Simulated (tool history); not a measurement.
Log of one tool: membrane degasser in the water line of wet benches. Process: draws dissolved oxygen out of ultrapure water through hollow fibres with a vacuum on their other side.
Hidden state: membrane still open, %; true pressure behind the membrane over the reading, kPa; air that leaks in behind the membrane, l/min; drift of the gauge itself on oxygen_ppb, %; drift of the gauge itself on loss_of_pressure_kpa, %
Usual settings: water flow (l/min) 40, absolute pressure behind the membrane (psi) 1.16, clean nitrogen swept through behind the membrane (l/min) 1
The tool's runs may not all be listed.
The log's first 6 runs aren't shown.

| run | hour | water flow (l/min) | absolute pressure behind the membrane (psi) | clean nitrogen swept through behind the membrane (l/min) | hours since the membrane was changed | hours since the vacuum gauge was calibrated | hours since the vacuum lines were made tight | dissolved oxygen in the water behind the degasser (ppb) | pressure that the water loses in the fibres (psi) |
|---|---|---|---|---|---|---|---|---|---|
| 7 | 460.1 | 40 | 2.878 | 1 | 3232 | 2398 | 1802 | 1195.8 | 7.979 |
| 8 | 537.9 | 40 | 2.878 | 1 | 3310 | 2475 | 1879 | 1196.7 | 7.973 |
| 9 | 650.6 | 40 | 1.16 | 1 | 3422 | 2588 | 1992 | 385.8 | 8.022 |
| 10 | 707.5 | 32 | 1.16 | 1 | 3479 | 2645 | 2049 | 322.8 | 6.393 |
| 11 | 764.5 | 32 | 1.16 | 1 | 3536 | 2702 | 2106 | 322.4 | 6.37 |
| 12 | 859.7 | 32 | 1.16 | 1 | 3631 | 2797 | 2201 | 324.4 | 6.403 |
| 13 | 977.7 | 32 | 1.16 | 0.59 | 3749 | 2915 | 2319 | 486.6 | 6.414 |
| 14 | 1080 | 32 | 1.16 | 0.59 | 3852 | 3018 | 2422 | 488.5 | 6.399 |
| 15 | 1196 | 40 | 1.16 | 1 | 3968 | 3134 | 2537 | 392.3 | 7.997 |
| 16 | 1246.8 | 40 | 1.16 | 1 | 4018 | 3184 | 2588 | 390.9 | 8.05 |
| 17 | 1345.5 | 34 | 1.16 | 1 | 4117 | 3283 | 2687 | 343.6 | 6.881 |
| 18 | 1410.4 | 34 | 1.16 | 1 | 4182 | 3348 | 2752 | 341.1 | 6.841 |
| 19 | 1523.2 | 35 | 1.16 | 0.46 | 4295 | 3461 | 2865 | 610.3 | 7.024 |
| 20 | 1637.8 | 40 | 0.789 | 1.13 | 4410 | 3575 | 2979 | 182.2 | 8.019 |
| 21 | 1687.9 | 40 | 0.789 | 1.13 | 4460 | 3625 | 3029 | 182.8 | 7.994 |

Run 22 comes next. What will it give?
| 22 | 1788.7 | 40 | 0.789 | 0.47 | 4560 | 3726 | 3130 | ? | ? |

{"run 22": {"dissolved oxygen in the water behind the degasser (ppb)": 340.2, "pressure that the water loses in the fibres (psi)": 8.021}}
Without the tool's hidden state the same run would have given dissolved oxygen in the water behind the degasser (ppb) 310.6, pressure that the water loses in the fibres (psi) 7.887.
